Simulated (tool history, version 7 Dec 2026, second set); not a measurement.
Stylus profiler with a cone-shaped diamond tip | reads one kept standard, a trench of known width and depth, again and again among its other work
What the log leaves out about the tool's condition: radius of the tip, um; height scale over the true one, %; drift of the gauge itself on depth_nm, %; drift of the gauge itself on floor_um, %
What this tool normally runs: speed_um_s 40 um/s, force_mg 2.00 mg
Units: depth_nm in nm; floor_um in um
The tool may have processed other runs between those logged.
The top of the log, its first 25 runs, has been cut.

run,hour,speed_um_s,force_mg,scans with this tip,hours of work since the height scale was calibrated,depth_nm,floor_um
26,996.4,45,0.68,9335,1240,1001.81,44.89
27,1045.3,13,2.55,9506,1262,1010.23,45.33
28,1074.2,40,1.47,9607,1276,1006.05,45.02
29,1117.7,60,5.05,9760,1296,1018.54,45.12
30,1168.7,22,1.43,9939,1320,1005.75,45.12
31,1218.8,102,2.74,10114,1343,1010.73,44.79
32,1254.1,102,2.74,10238,1360,1011.03,44.80
33,1296.9,102,2.74,10388,1380,1011.09,44.69
# hour 1310.9: height scale calibrated on a step standard
34,1348.8,102,2.74,10568,18,1015.39,44.73
35,1387.8,20,1.53,10705,36,1010.06,45.16
36,1442.2,20,1.53,10896,61,1010.17,45.11
37,1483.8,86,2.01,11041,80,1011.88,44.72
38,1509.6,103,2.83,11132,93,1015.40,44.71
39,1547.2,103,2.83,11264,110,1015.39,44.65

4 options for the next run, each taken on its own from the tool as it stands now. Forecast them:
A,1581.8,107,3.24,11385,126,?,?
B,1581.8,23,2.83,11385,126,?,?
C,1581.8,106,1.85,11385,126,?,?
D,1581.8,103,1.15,11385,126,?,?

run,depth_nm,floor_um
A,1016.99,44.74
B,1015.31,45.03
C,1011.22,44.50
D,1008.37,44.34
Without the tool's unlogged condition, the same runs would have read:
run,depth_nm,floor_um
A,1017.38,46.12
B,1015.70,46.41
C,1011.61,45.87
D,1008.76,45.72

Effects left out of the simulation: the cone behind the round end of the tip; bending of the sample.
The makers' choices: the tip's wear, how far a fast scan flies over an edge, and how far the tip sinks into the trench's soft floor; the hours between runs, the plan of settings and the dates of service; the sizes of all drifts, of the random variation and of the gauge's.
